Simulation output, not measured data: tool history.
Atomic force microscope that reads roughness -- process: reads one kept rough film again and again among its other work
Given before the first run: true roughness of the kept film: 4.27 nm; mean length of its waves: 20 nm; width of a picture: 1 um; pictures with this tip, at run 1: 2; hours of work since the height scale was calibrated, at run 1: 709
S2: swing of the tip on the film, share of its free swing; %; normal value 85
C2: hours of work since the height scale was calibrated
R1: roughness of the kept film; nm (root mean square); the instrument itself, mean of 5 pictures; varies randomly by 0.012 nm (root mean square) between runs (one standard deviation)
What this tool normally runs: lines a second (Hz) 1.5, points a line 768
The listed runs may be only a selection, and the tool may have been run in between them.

{"run": 1, "day": 0.0, "lines a second (Hz)": 1.5, "S2": 85, "points a line": 768, "pictures with this tip": 2, "C2": 709, "R1": 2.812}
{"run": 2, "day": 1.592, "lines a second (Hz)": 1.5, "S2": 85, "points a line": 768, "pictures with this tip": 65, "C2": 732, "R1": 2.649}
{"run": 3, "day": 3.479, "lines a second (Hz)": 1.5, "S2": 85, "points a line": 768, "pictures with this tip": 139, "C2": 761, "R1": 2.475}
{"run": 4, "day": 4.825, "lines a second (Hz)": 1.5, "S2": 85, "points a line": 593, "pictures with this tip": 192, "C2": 781, "R1": 2.362}
{"day": 6.871, "done": "new tip fitted"}
{"run": 5, "day": 6.883, "lines a second (Hz)": 1.5, "S2": 85, "points a line": 593, "pictures with this tip": 0, "C2": 811, "R1": 2.776}
{"run": 6, "day": 8.108, "lines a second (Hz)": 1.75, "S2": 85, "points a line": 593, "pictures with this tip": 49, "C2": 830, "R1": 2.562}
{"run": 7, "day": 9.433, "lines a second (Hz)": 1.75, "S2": 85, "points a line": 593, "pictures with this tip": 101, "C2": 849, "R1": 2.449}
{"run": 8, "day": 11.412, "lines a second (Hz)": 3.25, "S2": 85, "points a line": 768, "pictures with this tip": 179, "C2": 879, "R1": 2.015}
{"run": 9, "day": 13.283, "lines a second (Hz)": 3.25, "S2": 85, "points a line": 768, "pictures with this tip": 252, "C2": 907, "R1": 1.885}
{"day": 13.846, "done": "new tip fitted"}
{"run": 10, "day": 14.771, "lines a second (Hz)": 1.5, "S2": 85, "points a line": 768, "pictures with this tip": 36, "C2": 929, "R1": 2.671}
{"run": 11, "day": 16.879, "lines a second (Hz)": 1.5, "S2": 85, "points a line": 768, "pictures with this tip": 119, "C2": 961, "R1": 2.459}
{"run": 12, "day": 18.054, "lines a second (Hz)": 1.5, "S2": 85, "points a line": 768, "pictures with this tip": 166, "C2": 978, "R1": 2.368}
{"run": 13, "day": 19.829, "lines a second (Hz)": 1.5, "S2": 85, "points a line": 314, "pictures with this tip": 235, "C2": 1005, "R1": 2.212}
{"day": 20.733, "done": "new tip fitted"}
{"run": 14, "day": 21.321, "lines a second (Hz)": 1.5, "S2": 68, "points a line": 768, "pictures with this tip": 23, "C2": 1027, "R1": 3}
{"run": 15, "day": 23.046, "lines a second (Hz)": 1.5, "S2": 68, "points a line": 768, "pictures with this tip": 91, "C2": 1052, "R1": 2.833}
{"day": 23.996, "done": "height scale calibrated on a step standard"}
{"run": 16, "day": 25.038, "lines a second (Hz)": 0.92, "S2": 85, "points a line": 768, "pictures with this tip": 168, "C2": 16, "R1": 2.503}
{"run": 17, "day": 26.8, "lines a second (Hz)": 1.5, "S2": 85, "points a line": 496, "pictures with this tip": 238, "C2": 42, "R1": 2.228}
{"day": 27.625, "done": "new tip fitted"}
{"run": 18, "day": 29.146, "lines a second (Hz)": 1.5, "S2": 85, "points a line": 496, "pictures with this tip": 60, "C2": 77, "R1": 2.612}
{"run": 19, "day": 31.358, "lines a second (Hz)": 1.5, "S2": 85, "points a line": 969, "pictures with this tip": 147, "C2": 110, "R1": 2.452}
{"run": 20, "day": 33.567, "lines a second (Hz)": 1.5, "S2": 85, "points a line": 969, "pictures with this tip": 234, "C2": 143, "R1": 2.301}
{"day": 34.588, "done": "new tip fitted"}
{"run": 21, "day": 35.562, "lines a second (Hz)": 1.5, "S2": 85, "points a line": 768, "pictures with this tip": 38, "C2": 172, "R1": 2.639}
{"run": 22, "day": 36.633, "lines a second (Hz)": 1.5, "S2": 85, "points a line": 768, "pictures with this tip": 80, "C2": 188, "R1": 2.547}
{"run": 23, "day": 38.325, "lines a second (Hz)": 1.5, "S2": 85, "points a line": 768, "pictures with this tip": 147, "C2": 214, "R1": 2.42}
{"run": 24, "day": 40.329, "lines a second (Hz)": 1.5, "S2": 85, "points a line": 768, "pictures with this tip": 226, "C2": 244, "R1": 2.258}
{"day": 41.488, "done": "new tip fitted"}
{"run": 25, "day": 42.533, "lines a second (Hz)": 1.5, "S2": 85, "points a line": 768, "pictures with this tip": 41, "C2": 276, "R1": 2.664}
{"run": 26, "day": 43.933, "lines a second (Hz)": 1.5, "S2": 85, "points a line": 768, "pictures with this tip": 96, "C2": 297, "R1": 2.529}
{"run": 27, "day": 46.275, "lines a second (Hz)": 1.5, "S2": 79, "points a line": 768, "pictures with this tip": 188, "C2": 332, "R1": 2.453}
{"run": 28, "day": 47.383, "lines a second (Hz)": 1.5, "S2": 79, "points a line": 768, "pictures with this tip": 232, "C2": 349, "R1": 2.355}
{"day": 48.471, "done": "new tip fitted"}
{"run": 29, "day": 49.275, "lines a second (Hz)": 2.43, "S2": 70, "points a line": 768, "pictures with this tip": 31, "C2": 377, "R1": 2.773}
{"run": 30, "day": 51.267, "lines a second (Hz)": 1.34, "S2": 81, "points a line": 768, "pictures with this tip": 110, "C2": 407, "R1": 2.605}
{"run": 31, "day": 53.071, "lines a second (Hz)": 1.34, "S2": 81, "points a line": 768, "pictures with this tip": 181, "C2": 434, "R1": 2.48}
{"run": 32, "day": 55.038, "lines a second (Hz)": 1.96, "S2": 83, "points a line": 768, "pictures with this tip": 259, "C2": 463, "R1": 2.17}
{"day": 55.329, "done": "new tip fitted"}
{"run": 33, "day": 56.567, "lines a second (Hz)": 3.6, "S2": 83, "points a line": 554, "pictures with this tip": 49, "C2": 486, "R1": 2.223}
{"run": 34, "day": 58.308, "lines a second (Hz)": 3.6, "S2": 83, "points a line": 554, "pictures with this tip": 117, "C2": 512, "R1": 2.106}
{"run": 35, "day": 59.746, "lines a second (Hz)": 3.34, "S2": 64, "points a line": 513, "pictures with this tip": 174, "C2": 533, "R1": 2.48}
{"run": 36, "day": 61.192, "lines a second (Hz)": 1.13, "S2": 69, "points a line": 520, "pictures with this tip": 231, "C2": 555, "R1": 2.533}
{"day": 62.167, "done": "new tip fitted"}
{"run": 37, "day": 63.467, "lines a second (Hz)": 1.13, "S2": 69, "points a line": 838, "pictures with this tip": 51, "C2": 589, "R1": 2.999}
{"run": 38, "day": 65.354, "lines a second (Hz)": 1.13, "S2": 69, "points a line": 838, "pictures with this tip": 125, "C2": 617, "R1": 2.766}
{"run": 39, "day": 66.404, "lines a second (Hz)": 1.13, "S2": 69, "points a line": 838, "pictures with this tip": 167, "C2": 632, "R1": 2.679}
{"run": 40, "day": 67.596, "lines a second (Hz)": 1.13, "S2": 69, "points a line": 838, "pictures with this tip": 213, "C2": 650, "R1": 2.573}
{"day": 69.104, "done": "new tip fitted"}
{"run": 41, "day": 69.792, "lines a second (Hz)": 1.95, "S2": 69, "points a line": 462, "pictures with this tip": 27, "C2": 683, "R1": 2.836}
{"run": 42, "day": 71.817, "lines a second (Hz)": 1.95, "S2": 69, "points a line": 462, "pictures with this tip": 107, "C2": 713, "R1": 2.621}
{"run": 43, "day": 72.833, "lines a second (Hz)": 1.79, "S2": 63, "points a line": 338, "pictures with this tip": 147, "C2": 728, "R1": 2.615}
{"run": 44, "day": 74.754, "lines a second (Hz)": 1.79, "S2": 63, "points a line": 338, "pictures with this tip": 222, "C2": 757, "R1": 2.473}
{"day": 76.008, "done": "new tip fitted"}
{"run": 45, "day": 76.188, "lines a second (Hz)": 1.79, "S2": 62, "points a line": 709, "pictures with this tip": 7, "C2": 778, "R1": 3.119}
{"run": 46, "day": 78.588, "lines a second (Hz)": 1.59, "S2": 62, "points a line": 709, "pictures with this tip": 102, "C2": 814, "R1": 2.885}
{"run": 47, "day": 79.6, "lines a second (Hz)": 1.02, "S2": 62, "points a line": 709, "pictures with this tip": 142, "C2": 829, "R1": 2.811}
{"run": 48, "day": 81.554, "lines a second (Hz)": 3.83, "S2": 85, "points a line": 768, "pictures with this tip": 219, "C2": 858, "R1": 1.882}
{"run": 49, "day": 82.621, "lines a second (Hz)": 3.83, "S2": 85, "points a line": 768, "pictures with this tip": 261, "C2": 874, "R1": 1.803}
{"day": 82.862, "done": "new tip fitted"}
{"run": 50, "day": 84.554, "lines a second (Hz)": 2.51, "S2": 59, "points a line": 435, "pictures with this tip": 67, "C2": 903, "R1": 2.884}
{"run": 51, "day": 85.588, "lines a second (Hz)": 1.42, "S2": 85, "points a line": 544, "pictures with this tip": 108, "C2": 918, "R1": 2.537}
{"run": 52, "day": 87.912, "lines a second (Hz)": 1.42, "S2": 85, "points a line": 544, "pictures with this tip": 199, "C2": 953, "R1": 2.357}

Forecast each of these 4 alternatives for the next run:
{"day": 89.725, "done": "new tip fitted"}
{"run": "A", "day": 90.046, "lines a second (Hz)": 1.5, "S2": 69, "points a line": 768, "pictures with this tip": 12, "C2": 985, "R1": "?"}
{"day": 89.725, "done": "new tip fitted"}
{"run": "B", "day": 90.046, "lines a second (Hz)": 1.18, "S2": 63, "points a line": 768, "pictures with this tip": 12, "C2": 985, "R1": "?"}
{"day": 89.725, "done": "new tip fitted"}
{"run": "C", "day": 90.046, "lines a second (Hz)": 1.5, "S2": 85, "points a line": 352, "pictures with this tip": 12, "C2": 985, "R1": "?"}
{"day": 89.725, "done": "new tip fitted"}
{"run": "D", "day": 90.046, "lines a second (Hz)": 3.02, "S2": 76, "points a line": 478, "pictures with this tip": 12, "C2": 985, "R1": "?"}

run=A R1=3.063
run=B R1=3.192
run=C R1=2.776
run=D R1=2.679
Without the tool's unlogged condition, the same runs would have read:
run=A R1=3.027
run=B R1=3.155
run=C R1=2.744
run=D R1=2.648
